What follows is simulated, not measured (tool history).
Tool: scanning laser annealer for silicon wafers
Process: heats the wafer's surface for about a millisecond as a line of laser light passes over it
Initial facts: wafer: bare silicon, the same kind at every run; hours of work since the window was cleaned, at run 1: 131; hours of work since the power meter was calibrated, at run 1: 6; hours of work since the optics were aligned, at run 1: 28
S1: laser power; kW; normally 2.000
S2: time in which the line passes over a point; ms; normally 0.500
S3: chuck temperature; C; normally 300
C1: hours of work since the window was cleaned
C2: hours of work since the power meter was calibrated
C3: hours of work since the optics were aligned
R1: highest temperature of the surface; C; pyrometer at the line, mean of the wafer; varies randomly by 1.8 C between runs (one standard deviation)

run   hour     S1     S2   S3   C1   C2   C3    R1
  1    0.0  2.000  0.500  300  131    6   28  1022
  2   16.8  2.000  0.500  300  140   14   36  1020
  3   27.0  2.000  0.500  300  145   20   41  1019
  4   45.7  1.736  0.500  300  154   29   51   903
  5   58.8  1.736  0.500  300  161   36   57   907
  6   70.3  2.173  0.500  300  167   41   63  1098
  7   84.0  2.113  0.500  300  173   48   70  1068
  8   92.3  2.113  0.500  300  178   52   74  1071
  9  110.7  2.113  0.500  300  187   62   83  1068
 10  127.7  1.752  0.500  270  195   70   92   887
 11  141.8  1.752  0.500  270  203   77   99   886
 12  152.2  1.712  0.472  330  208   83  104   911
 13  162.3  1.997  0.488  314  213   88  109  1028
 14  179.7  1.774  0.528  314  222   96  118   951
 15  195.6  1.774  0.548  314  230  104  126   964

What if the next run were any one of these 5? Each begins from the tool's condition after run 15:
  A  205.8  1.774  0.356  306  235  110  131   ?
  B  205.8  1.878  0.618  270  235  110  131   ?
  C  205.8  1.800  0.500  267  235  110  131   ?
  D  205.8  1.774  0.510  314  235  110  131   ?
  E  205.8  2.000  0.583  293  235  110  131   ?

run    R1
  A   845
  B  1001
  C   902
  D   943
  E  1069
Without the tool's hidden state the same runs would have given:
run    R1
  A   845
  B  1002
  C   902
  D   943
  E  1069
